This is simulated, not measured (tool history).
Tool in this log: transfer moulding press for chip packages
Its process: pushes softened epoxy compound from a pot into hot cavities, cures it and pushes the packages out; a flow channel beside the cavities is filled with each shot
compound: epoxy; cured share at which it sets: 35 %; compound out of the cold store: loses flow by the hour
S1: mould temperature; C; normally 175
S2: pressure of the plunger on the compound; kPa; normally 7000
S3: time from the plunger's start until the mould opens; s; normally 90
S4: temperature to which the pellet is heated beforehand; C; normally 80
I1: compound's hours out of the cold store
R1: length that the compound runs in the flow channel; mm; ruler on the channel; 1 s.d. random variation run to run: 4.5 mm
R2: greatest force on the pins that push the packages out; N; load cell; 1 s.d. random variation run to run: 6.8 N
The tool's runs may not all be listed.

run	day	S1	S2	S3	S4	I1	R1	R2
1	0	175	7000	90	80	15.1	1019	448
2	0.567	175	7000	90	80	19.6	992	459
3	1.021	175	7000	90	80	25.7	950	477
# day 1.562: cavities cleaned with cleaning compound and waxed
4	1.888	175	7000	90	80	8.1	1072	343
5	2.958	175	7000	90	80	40.7	860	416
6	3.417	175	6210	90	80	10.1	992	461
7	3.933	175	6210	90	80	11.4	975	485
# day 4.492: cavities cleaned with cleaning compound and waxed
8	4.954	175	6210	90	80	8.5	997	360
9	5.596	175	6210	113	80	45.5	773	352
10	6.221	175	8260	78	75	38.2	939	524
11	6.662	175	8260	78	75	13.4	1095	597
# day 7.425: cavities cleaned with cleaning compound and waxed
12	7.729	171	7140	90	80	44.6	842	368
13	8.646	171	7140	90	80	17.6	991	516
14	9.562	175	7450	76	72	27.7	940	595
# day 10.329: cavities cleaned with cleaning compound and waxed
# day 10.479: mould's thermocouples calibrated
15	10.479	168	6310	101	88	26.8	889	369
# day 11.112: plunger's sealing rings changed
16	11.429	171	6310	124	88	32.7	907	340

Forecast each of these 4 alternatives for the next run:
A	12.467	171	8790	93	83	18.7	?	?
B	12.467	171	6310	124	88	11.5	?	?
C	12.467	180	8040	90	80	36.9	?	?
D	12.467	180	7000	129	79	10.1	?	?

run	R1	R2
A	1169	575
B	1035	425
C	970	406
D	1072	391
What these runs would have given with no unlogged condition in the tool:
run	R1	R2
A	1174	345
B	1040	256
C	974	241
D	1077	232
